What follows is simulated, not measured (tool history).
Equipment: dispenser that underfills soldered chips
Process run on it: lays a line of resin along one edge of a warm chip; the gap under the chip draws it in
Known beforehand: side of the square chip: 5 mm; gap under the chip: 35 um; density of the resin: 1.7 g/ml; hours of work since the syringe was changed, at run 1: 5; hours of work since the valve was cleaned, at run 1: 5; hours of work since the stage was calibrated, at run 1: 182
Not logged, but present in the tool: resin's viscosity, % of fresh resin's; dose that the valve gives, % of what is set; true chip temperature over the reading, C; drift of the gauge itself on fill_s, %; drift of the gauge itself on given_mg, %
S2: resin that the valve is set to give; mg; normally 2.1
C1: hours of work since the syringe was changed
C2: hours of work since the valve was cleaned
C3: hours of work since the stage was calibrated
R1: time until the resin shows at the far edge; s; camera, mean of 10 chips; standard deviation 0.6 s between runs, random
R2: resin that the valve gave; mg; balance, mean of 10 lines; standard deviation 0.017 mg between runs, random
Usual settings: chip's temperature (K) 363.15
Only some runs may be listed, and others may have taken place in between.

{"run": 1, "hour": 0.0, "chip's temperature (K)": 363.15, "S2": 2.1, "C1": 5, "C2": 5, "C3": 182, "R1": 70.4, "R2": 2.09}
{"run": 2, "hour": 5.1, "chip's temperature (K)": 363.15, "S2": 2.1, "C1": 9, "C2": 9, "C3": 186, "R1": 85, "R2": 2.05}
{"hour": 7.7, "done": "new syringe of resin"}
{"run": 3, "hour": 11.1, "chip's temperature (K)": 363.15, "S2": 2.1, "C1": 2, "C2": 13, "C3": 190, "R1": 60.5, "R2": 2.06}
{"run": 4, "hour": 17.0, "chip's temperature (K)": 363.15, "S2": 1.9, "C1": 7, "C2": 17, "C3": 194, "R1": 77.7, "R2": 1.86}
{"run": 5, "hour": 20.4, "chip's temperature (K)": 363.15, "S2": 1.9, "C1": 9, "C2": 20, "C3": 197, "R1": 89.6, "R2": 1.83}
{"hour": 22.7, "done": "new syringe of resin"}
{"run": 6, "hour": 25.5, "chip's temperature (K)": 363.15, "S2": 1.9, "C1": 2, "C2": 23, "C3": 200, "R1": 61.2, "R2": 1.86}
{"run": 7, "hour": 30.9, "chip's temperature (K)": 363.15, "S2": 1.9, "C1": 6, "C2": 27, "C3": 204, "R1": 75.7, "R2": 1.83}
{"run": 8, "hour": 36.8, "chip's temperature (K)": 356.15, "S2": 2.1, "C1": 10, "C2": 31, "C3": 208, "R1": 120.9, "R2": 2.05}
{"hour": 37.5, "done": "new syringe of resin"}
{"run": 9, "hour": 41.4, "chip's temperature (K)": 356.15, "S2": 2.1, "C1": 3, "C2": 34, "C3": 211, "R1": 80.9, "R2": 2.01}
{"run": 10, "hour": 44.4, "chip's temperature (K)": 376.15, "S2": 1.97, "C1": 5, "C2": 36, "C3": 214, "R1": 45.5, "R2": 1.92}

The next listed run, before its measurement:
{"run": 11, "hour": 50.6, "chip's temperature (K)": 373.15, "S2": 1.87, "C1": 9, "C2": 41, "C3": 218, "R1": "?", "R2": "?"}

R1: 66 s
R2: 1.79 mg
Take away the tool's hidden state, keep the run-to-run variation as it was, and the same run would have given R1 38.6 s, R2 1.86 mg.
